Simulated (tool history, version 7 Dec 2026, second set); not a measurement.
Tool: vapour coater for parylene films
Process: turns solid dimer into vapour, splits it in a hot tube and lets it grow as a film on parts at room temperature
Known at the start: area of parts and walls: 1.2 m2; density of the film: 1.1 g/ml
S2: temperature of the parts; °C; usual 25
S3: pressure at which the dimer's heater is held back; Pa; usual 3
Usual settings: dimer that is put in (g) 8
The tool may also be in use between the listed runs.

Run 1, hour 0: usual settings. Result: thickness of the film (µm) 3.4.
Run 2, hour 75.7: usual settings. Result: thickness of the film (µm) 3.48.
Run 3, hour 109.7: usual settings but S2 21 °C. Result: thickness of the film (µm) 4.1.
Run 4, hour 147.5: usual settings but S2 21 °C. Result: thickness of the film (µm) 4.04.
Run 5, hour 209.9: usual settings but dimer that is put in (g) 5. Result: thickness of the film (µm) 2.17.
Run 6, hour 287.1: usual settings but dimer that is put in (g) 5. Result: thickness of the film (µm) 2.12.
Run 7, hour 327.6: usual settings but dimer that is put in (g) 5. Result: thickness of the film (µm) 2.13.
Run 8, hour 363.8: usual settings but dimer that is put in (g) 5. Result: thickness of the film (µm) 2.13.
Run 9, hour 409.3: usual settings but dimer that is put in (g) 5. Result: thickness of the film (µm) 2.11.
Run 10, hour 475.2: usual settings but S3 2.55 Pa. Result: thickness of the film (µm) 3.44.
Run 11, hour 534.8: usual settings but dimer that is put in (g) 10. Result: thickness of the film (µm) 4.18.
Run 12, hour 595.7: usual settings but dimer that is put in (g) 10. Result: thickness of the film (µm) 4.21.
Run 13, hour 665.2: usual settings but dimer that is put in (g) 4, S2 18 °C, S3 2.73 Pa. Result: thickness of the film (µm) 2.2.
Run 14, hour 717: usual settings but S2 22 °C, S3 7.49 Pa. Result: thickness of the film (µm) 3.26.
At hour 723.3: table's thermometer calibrated.
Run 15, hour 772.4: usual settings but S2 22 °C, S3 8.84 Pa. Result: thickness of the film (µm) 3.18.
Run 16, hour 807.4: usual settings but S2 22 °C, S3 8.84 Pa. Result: thickness of the film (µm) 3.17.
Run 17, hour 864.3: usual settings but S2 22 °C, S3 8.84 Pa. Result: thickness of the film (µm) 3.22.
Run 18, hour 935.4: usual settings but S2 22 °C, S3 8.84 Pa. Result: thickness of the film (µm) 3.2.
Run 19, hour 971.4: usual settings but dimer that is put in (g) 13, S3 4.82 Pa. Result: thickness of the film (µm) 4.97.
Run 20, hour 1032.9: usual settings but dimer that is put in (g) 13, S2 36 °C, S3 4.82 Pa. Result: thickness of the film (µm) 3.21.

3 ways to go on from here, each from the tool as it stands after run 20. What would each give?
Run A, hour 1079.1: usual settings but dimer that is put in (g) 5, S3 11.82 Pa. Result: thickness of the film (µm) ?.
Run B, hour 1079.1: usual settings but dimer that is put in (g) 4, S2 30 °C, S3 9.24 Pa. Result: thickness of the film (µm) ?.
Run C, hour 1079.1: usual settings but dimer that is put in (g) 5, S2 19 °C, S3 8.78 Pa. Result: thickness of the film (µm) ?.

run  thickness of the film (µm)
  A                        1.67
  B                        1.16
  C                        2.21
Without the tool's hidden state the same runs would have given:
run  thickness of the film (µm)
  A                        1.82
  B                        1.27
  C                        2.41
